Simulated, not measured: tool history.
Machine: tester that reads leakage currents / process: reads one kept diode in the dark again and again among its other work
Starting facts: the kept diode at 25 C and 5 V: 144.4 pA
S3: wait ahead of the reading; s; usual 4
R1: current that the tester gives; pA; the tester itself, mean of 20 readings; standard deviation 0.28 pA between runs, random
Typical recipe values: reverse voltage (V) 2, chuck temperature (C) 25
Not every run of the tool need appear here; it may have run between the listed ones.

run 1 hour=0 | reverse_voltage_(V)=2 chuck_temperature_(C)=25 S3=4 | R1=90.51
run 2 hour=124.5 | reverse_voltage_(V)=2 chuck_temperature_(C)=25 S3=4 | R1=90.25
run 3 hour=291 | reverse_voltage_(V)=2 chuck_temperature_(C)=25 S3=4 | R1=90.58
run 4 hour=486.2 | reverse_voltage_(V)=2 chuck_temperature_(C)=25 S3=4 | R1=89.99
run 5 hour=647 | reverse_voltage_(V)=2 chuck_temperature_(C)=25 S3=4 | R1=90.37
run 6 hour=773.9 | reverse_voltage_(V)=2 chuck_temperature_(C)=25 S3=4 | R1=90.29
run 7 hour=873.2 | reverse_voltage_(V)=2 chuck_temperature_(C)=39 S3=4 | R1=283.4
run 8 hour=1026.7 | reverse_voltage_(V)=2 chuck_temperature_(C)=25 S3=1.73 | R1=90.59
run 9 hour=1223.4 | reverse_voltage_(V)=2 chuck_temperature_(C)=25 S3=1.73 | R1=90.41
run 10 hour=1340.6 | reverse_voltage_(V)=2 chuck_temperature_(C)=43 S3=4 | R1=387.81
run 11 hour=1456.8 | reverse_voltage_(V)=2 chuck_temperature_(C)=43 S3=4 | R1=388.06
run 12 hour=1548.9 | reverse_voltage_(V)=2 chuck_temperature_(C)=43 S3=4 | R1=386.75
run 13 hour=1639.6 | reverse_voltage_(V)=2 chuck_temperature_(C)=43 S3=4 | R1=384.79
run 14 hour=1740.6 | reverse_voltage_(V)=2 chuck_temperature_(C)=35 S3=4 | R1=206.05
run 15 hour=1842.9 | reverse_voltage_(V)=2 chuck_temperature_(C)=21 S3=4 | R1=64.03
run 16 hour=1975.1 | reverse_voltage_(V)=2 chuck_temperature_(C)=21 S3=4 | R1=63.81
run 17 hour=2153.9 | reverse_voltage_(V)=2 chuck_temperature_(C)=21 S3=4 | R1=63.73
run 18 hour=2298.5 | reverse_voltage_(V)=2 chuck_temperature_(C)=21 S3=4 | R1=63.83
run 19 hour=2460.3 | reverse_voltage_(V)=2 chuck_temperature_(C)=21 S3=4 | R1=63.76
run 20 hour=2656.1 | reverse_voltage_(V)=2 chuck_temperature_(C)=21 S3=4 | R1=63.8
run 21 hour=2774 | reverse_voltage_(V)=5.63 chuck_temperature_(C)=21 S3=0.34 | R1=111.27
run 22 hour=2865 | reverse_voltage_(V)=5.63 chuck_temperature_(C)=21 S3=0.34 | R1=110.62
run 23 hour=2968.9 | reverse_voltage_(V)=2 chuck_temperature_(C)=29 S3=4 | R1=126.59
run 24 hour=3174.5 | reverse_voltage_(V)=2 chuck_temperature_(C)=29 S3=4 | R1=126.58
run 25 hour=3331.7 | reverse_voltage_(V)=8.13 chuck_temperature_(C)=29 S3=4 | R1=260.24
run 26 hour=3540.3 | reverse_voltage_(V)=8.13 chuck_temperature_(C)=29 S3=4 | R1=258.76
run 27 hour=3742 | reverse_voltage_(V)=2.71 chuck_temperature_(C)=54 S3=3.42 | R1=1017.81
run 28 hour=3939.8 | reverse_voltage_(V)=2.71 chuck_temperature_(C)=54 S3=3.42 | R1=1016.91
run 29 hour=4079 | reverse_voltage_(V)=2.71 chuck_temperature_(C)=54 S3=3.42 | R1=1015.56
run 30 hour=4250.8 | reverse_voltage_(V)=2.71 chuck_temperature_(C)=54 S3=3.42 | R1=1011.9
run 31 hour=4436.8 | reverse_voltage_(V)=1.31 chuck_temperature_(C)=25 S3=0.36 | R1=72.75
run 32 hour=4618.7 | reverse_voltage_(V)=3.58 chuck_temperature_(C)=30 S3=0.56 | R1=185.13
run 33 hour=4826.1 | reverse_voltage_(V)=11.67 chuck_temperature_(C)=52 S3=2.93 | R1=1857.62
run 34 hour=4990.3 | reverse_voltage_(V)=11.67 chuck_temperature_(C)=52 S3=2.93 | R1=1860.99
run 35 hour=5078.6 | reverse_voltage_(V)=11.67 chuck_temperature_(C)=52 S3=2.93 | R1=1861.33
run 36 hour=5184.2 | reverse_voltage_(V)=11.67 chuck_temperature_(C)=39 S3=2.54 | R1=703.46
run 37 hour=5342.5 | reverse_voltage_(V)=11.67 chuck_temperature_(C)=39 S3=2.54 | R1=705.15
run 38 hour=5504.1 | reverse_voltage_(V)=1.23 chuck_temperature_(C)=39 S3=3.61 | R1=221
run 39 hour=5626.6 | reverse_voltage_(V)=1.23 chuck_temperature_(C)=39 S3=3.61 | R1=220.88

Not shown: 3 entries that the log had between the listed runs. Between which runs, and how does the tool's hidden state differ before and after?
Runs 18 to 19: probe card cleaned and baked (hour 2453.8)
  stray current of the dirty probe card, pA a volt: 0.031 -> 0.02
  measured less the result without the state, R1: +0.05 -> +0.03 pA
Runs 28 to 29: chuck's temperature calibrated (hour 3955.1)
  true chuck temperature over the reading, C: 0.01 -> 0
  measured less the result without the state, R1: +0.61 -> -0.04 pA
Runs 34 to 35: probe card cleaned and baked (hour 5074.4)
  stray current of the dirty probe card, pA a volt: 0.031 -> 0.02
  measured less the result without the state, R1: +0.26 -> +0.15 pA
